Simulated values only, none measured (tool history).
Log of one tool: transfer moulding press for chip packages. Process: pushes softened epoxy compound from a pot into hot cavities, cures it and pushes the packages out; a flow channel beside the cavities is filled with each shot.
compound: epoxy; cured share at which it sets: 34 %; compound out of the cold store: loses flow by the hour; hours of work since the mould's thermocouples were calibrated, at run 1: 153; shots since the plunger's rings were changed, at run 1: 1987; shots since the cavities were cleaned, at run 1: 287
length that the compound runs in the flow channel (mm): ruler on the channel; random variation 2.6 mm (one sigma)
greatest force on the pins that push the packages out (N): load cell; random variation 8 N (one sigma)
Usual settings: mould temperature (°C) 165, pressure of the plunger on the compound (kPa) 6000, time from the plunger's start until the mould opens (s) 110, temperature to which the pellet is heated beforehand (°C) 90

run,day,mould temperature (°C),pressure of the plunger on the compound (kPa),time from the plunger's start until the mould opens (s),temperature to which the pellet is heated beforehand (°C),hours of work since the mould's thermocouples were calibrated,shots since the plunger's rings were changed,shots since the cavities were cleaned,incoming compound's hours out of the cold store,length that the compound runs in the flow channel (mm),greatest force on the pins that push the packages out (N)
1,0.000,165,6000,110,90,153,1987,287,47.5,624,558
2,1.183,165,6000,110,90,172,2292,592,20.1,699,689
3,2.612,165,6000,110,90,194,2659,959,11.3,722,776
# day 2.738: cavities cleaned with cleaning compound and waxed
4,3.971,165,6000,110,90,215,2993,317,26.5,673,592
5,4.908,165,6000,110,90,230,3235,559,42.4,618,639
6,5.758,165,6000,110,90,244,3454,778,31.6,652,698
# day 6.596: cavities cleaned with cleaning compound and waxed
7,7.096,169,6000,110,90,264,3782,129,24.2,655,403
8,7.912,169,6000,110,90,277,3991,338,39.5,609,494
# day 8.108: plunger's sealing rings changed
9,9.150,169,6000,110,90,295,268,630,41.5,649,577
10,9.862,165,6000,110,97,306,452,814,30.8,693,696
# day 10.567: cavities cleaned with cleaning compound and waxed
11,10.596,165,6000,110,90,317,624,7,38.8,666,368
12,11.600,165,6000,148,90,333,883,266,44.0,647,426
# day 11.771: mould's thermocouples calibrated
13,12.679,165,6000,148,80,14,1139,522,32.7,680,503
14,13.846,165,6000,148,80,33,1439,822,18.6,722,583
# day 14.554: cavities cleaned with cleaning compound and waxed
15,14.983,165,6000,148,80,50,1716,110,15.3,727,365
16,15.654,165,6000,148,80,61,1889,283,17.0,721,450
17,16.238,165,6880,148,80,70,2039,433,35.4,712,495
18,17.442,165,6880,148,80,89,2348,742,26.8,735,578
19,18.088,168,6880,148,87,100,2516,910,11.3,769,586
# day 18.429: cavities cleaned with cleaning compound and waxed
# day 19.171: mould's thermocouples calibrated, once more
20,19.504,168,6880,148,87,5,2842,255,9.1,773,424
21,20.421,165,5540,110,90,20,3078,491,22.7,661,646
22,21.379,165,4730,130,90,35,3325,738,31.6,583,584
# day 22.371: cavities cleaned with cleaning compound and waxed
23,22.862,170,5680,128,88,58,3690,125,26.0,633,385
24,23.467,170,5680,128,88,68,3847,282,16.7,657,461
# day 24.150: plunger's sealing rings changed
25,24.654,169,5680,128,96,85,130,561,23.6,676,517

Forecast run 26:
26,25.988,168,4710,131,90,106,472,903,29.2,?,?

length that the compound runs in the flow channel (mm): 602
greatest force on the pins that push the packages out (N): 583
Without the tool's hidden state the same run would have given length that the compound runs in the flow channel (mm) 608, greatest force on the pins that push the packages out (N) 287.
